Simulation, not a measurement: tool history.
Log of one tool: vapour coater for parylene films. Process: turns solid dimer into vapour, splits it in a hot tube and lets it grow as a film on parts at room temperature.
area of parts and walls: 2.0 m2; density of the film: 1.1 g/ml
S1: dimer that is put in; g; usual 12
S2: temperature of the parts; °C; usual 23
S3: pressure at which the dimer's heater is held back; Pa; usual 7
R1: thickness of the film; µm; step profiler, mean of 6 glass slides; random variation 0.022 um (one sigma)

| run | hour | S1 | S2 | S3 | R1 |
|---|---|---|---|---|---|
| 1 | 0 | 12 | 23 | 7 | 3.14 |
| 2 | 14.1 | 12 | 23 | 3.76 | 3.31 |
| 3 | 32.4 | 12 | 23 | 3.76 | 3.3 |
| 4 | 53.2 | 12 | 23 | 3.76 | 3.34 |
| 5 | 62.4 | 12 | 23 | 3.76 | 3.3 |
| 6 | 74.6 | 12 | 23 | 7 | 3.14 |
| 7 | 94.1 | 18 | 21 | 4.05 | 5.21 |
| 8 | 112 | 20 | 25 | 7 | 4.9 |
| 9 | 124.5 | 6 | 23 | 3.36 | 1.64 |
| 10 | 151.1 | 6 | 23 | 3.36 | 1.64 |
| 11 | 169.3 | 6 | 23 | 3.36 | 1.64 |
| 12 | 190.1 | 6 | 23 | 3.36 | 1.64 |

Not shown: 1 entry that the log had between the listed runs. Between which runs, and how does the tool's hidden state differ before and after?
Between runs 9 and 10: trap's valve overhauled (hour 129.9)
  vapour lost through the trap's worn valve, %: 4.1 -> 5.4; true temperature of the parts over the reading, C: 0.38 -> 0.39
  measured less the result without the state, R1: -0.09 -> -0.12 µm
